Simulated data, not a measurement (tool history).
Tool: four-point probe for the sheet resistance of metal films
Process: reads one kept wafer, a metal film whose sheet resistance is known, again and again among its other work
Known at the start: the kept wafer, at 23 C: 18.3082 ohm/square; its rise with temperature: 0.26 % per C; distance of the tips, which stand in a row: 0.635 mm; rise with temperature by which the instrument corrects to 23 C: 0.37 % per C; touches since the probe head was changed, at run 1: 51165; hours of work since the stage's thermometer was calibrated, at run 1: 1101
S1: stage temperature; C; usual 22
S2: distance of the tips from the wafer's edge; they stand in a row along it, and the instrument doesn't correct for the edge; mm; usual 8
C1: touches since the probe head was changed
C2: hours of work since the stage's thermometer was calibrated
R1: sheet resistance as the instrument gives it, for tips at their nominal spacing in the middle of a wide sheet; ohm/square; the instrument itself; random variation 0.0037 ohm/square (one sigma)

{"run": 1, "hour": 0.0, "S1": 22, "S2": 8, "C1": 51165, "C2": 1101, "R1": 18.388771}
{"run": 2, "hour": 80.2, "S1": 33, "S2": 8, "C1": 52937, "C2": 1141, "R1": 18.164419}
{"run": 3, "hour": 132.2, "S1": 22, "S2": 8, "C1": 54085, "C2": 1168, "R1": 18.39005}
{"run": 4, "hour": 181.7, "S1": 22, "S2": 8, "C1": 55177, "C2": 1193, "R1": 18.400935}
{"run": 5, "hour": 218.5, "S1": 22, "S2": 8, "C1": 55990, "C2": 1211, "R1": 18.399262}
{"run": 6, "hour": 294.8, "S1": 22, "S2": 8, "C1": 57675, "C2": 1249, "R1": 18.399449}
{"run": 7, "hour": 334.8, "S1": 26, "S2": 8, "C1": 58559, "C2": 1270, "R1": 18.307822}
{"run": 8, "hour": 370.2, "S1": 23, "S2": 8, "C1": 59340, "C2": 1287, "R1": 18.369471}
{"run": 9, "hour": 424.5, "S1": 23, "S2": 8, "C1": 60539, "C2": 1315, "R1": 18.372516}
{"run": 10, "hour": 469.0, "S1": 22, "S2": 8, "C1": 61523, "C2": 1337, "R1": 18.391495}
{"run": 11, "hour": 522.2, "S1": 22, "S2": 7, "C1": 62697, "C2": 1364, "R1": 18.415192}
{"run": 12, "hour": 599.5, "S1": 22, "S2": 7, "C1": 64404, "C2": 1403, "R1": 18.408354}
{"run": 13, "hour": 658.9, "S1": 22, "S2": 7, "C1": 65716, "C2": 1433, "R1": 18.406003}
{"run": 14, "hour": 710.4, "S1": 19, "S2": 7, "C1": 66853, "C2": 1459, "R1": 18.482142}
{"run": 15, "hour": 776.3, "S1": 19, "S2": 7, "C1": 68309, "C2": 1492, "R1": 18.476675}
{"run": 16, "hour": 852.0, "S1": 22, "S2": 10, "C1": 69982, "C2": 1530, "R1": 18.366814}
{"run": 17, "hour": 912.3, "S1": 19, "S2": 8, "C1": 71313, "C2": 1560, "R1": 18.458721}
{"run": 18, "hour": 966.9, "S1": 19, "S2": 8, "C1": 72519, "C2": 1588, "R1": 18.457751}
{"run": 19, "hour": 1029.0, "S1": 19, "S2": 8, "C1": 73890, "C2": 1619, "R1": 18.456943}
{"run": 20, "hour": 1108.2, "S1": 34, "S2": 8, "C1": 75639, "C2": 1659, "R1": 18.143519}
{"run": 21, "hour": 1168.2, "S1": 34, "S2": 8, "C1": 76965, "C2": 1689, "R1": 18.151753}
{"run": 22, "hour": 1207.3, "S1": 34, "S2": 8, "C1": 77828, "C2": 1709, "R1": 18.146774}
{"run": 23, "hour": 1276.6, "S1": 34, "S2": 10, "C1": 79357, "C2": 1743, "R1": 18.125325}
{"run": 24, "hour": 1360.0, "S1": 34, "S2": 7, "C1": 81199, "C2": 1785, "R1": 18.163938}
{"run": 25, "hour": 1426.3, "S1": 28, "S2": 8, "C1": 82664, "C2": 1819, "R1": 18.267102}
{"run": 26, "hour": 1507.7, "S1": 28, "S2": 8, "C1": 84461, "C2": 1860, "R1": 18.272274}
{"run": 27, "hour": 1545.9, "S1": 19, "S2": 31, "C1": 85305, "C2": 1879, "R1": 18.393123}
{"run": 28, "hour": 1617.8, "S1": 19, "S2": 52, "C1": 86893, "C2": 1915, "R1": 18.409089}
{"run": 29, "hour": 1677.1, "S1": 28, "S2": 59, "C1": 88204, "C2": 1945, "R1": 18.209073}
{"run": 30, "hour": 1724.8, "S1": 28, "S2": 59, "C1": 89258, "C2": 1969, "R1": 18.204773}
{"run": 31, "hour": 1780.7, "S1": 28, "S2": 59, "C1": 90492, "C2": 1997, "R1": 18.204874}
{"run": 32, "hour": 1864.0, "S1": 33, "S2": 59, "C1": 92332, "C2": 2039, "R1": 18.109825}
{"run": 33, "hour": 1927.2, "S1": 33, "S2": 59, "C1": 93726, "C2": 2071, "R1": 18.102448}
{"run": 34, "hour": 1961.9, "S1": 18, "S2": 31, "C1": 94493, "C2": 2088, "R1": 18.422415}
{"run": 35, "hour": 2035.8, "S1": 18, "S2": 31, "C1": 96126, "C2": 2126, "R1": 18.417062}
{"run": 36, "hour": 2112.2, "S1": 28, "S2": 29, "C1": 97813, "C2": 2164, "R1": 18.209038}
{"run": 37, "hour": 2147.7, "S1": 28, "S2": 6, "C1": 98596, "C2": 2182, "R1": 18.317715}
{"run": 38, "hour": 2194.0, "S1": 18, "S2": 8, "C1": 99620, "C2": 2205, "R1": 18.486953}
{"run": 39, "hour": 2263.4, "S1": 22, "S2": 12, "C1": 101151, "C2": 2240, "R1": 18.354499}
{"run": 40, "hour": 2300.6, "S1": 20, "S2": 23, "C1": 101973, "C2": 2259, "R1": 18.375083}
{"run": 41, "hour": 2369.2, "S1": 31, "S2": 17, "C1": 103488, "C2": 2293, "R1": 18.158919}
{"run": 42, "hour": 2438.4, "S1": 34, "S2": 32, "C1": 105016, "C2": 2328, "R1": 18.093727}
{"run": 43, "hour": 2507.6, "S1": 34, "S2": 32, "C1": 106544, "C2": 2363, "R1": 18.093619}
{"run": 44, "hour": 2560.0, "S1": 34, "S2": 32, "C1": 107703, "C2": 2389, "R1": 18.085046}

5 ways to go on from here, each from the tool as it stands after run 44. What would each give?
{"run": "A", "hour": 2632.0, "S1": 20, "S2": 22, "C1": 109291, "C2": 2425, "R1": "?"}
{"run": "B", "hour": 2632.0, "S1": 21, "S2": 19, "C1": 109291, "C2": 2425, "R1": "?"}
{"run": "C", "hour": 2632.0, "S1": 34, "S2": 16, "C1": 109291, "C2": 2425, "R1": "?"}
{"run": "D", "hour": 2632.0, "S1": 22, "S2": 37, "C1": 109291, "C2": 2425, "R1": "?"}
{"run": "E", "hour": 2632.0, "S1": 30, "S2": 23, "C1": 109291, "C2": 2425, "R1": "?"}

run=A R1=18.379136
run=B R1=18.363491
run=C R1=18.100122
run=D R1=18.33317
run=E R1=18.175345
Without the tool's hidden state the same runs would have given:
run=A R1=18.378368
run=B R1=18.362724
run=C R1=18.099371
run=D R1=18.332404
run=E R1=18.174589
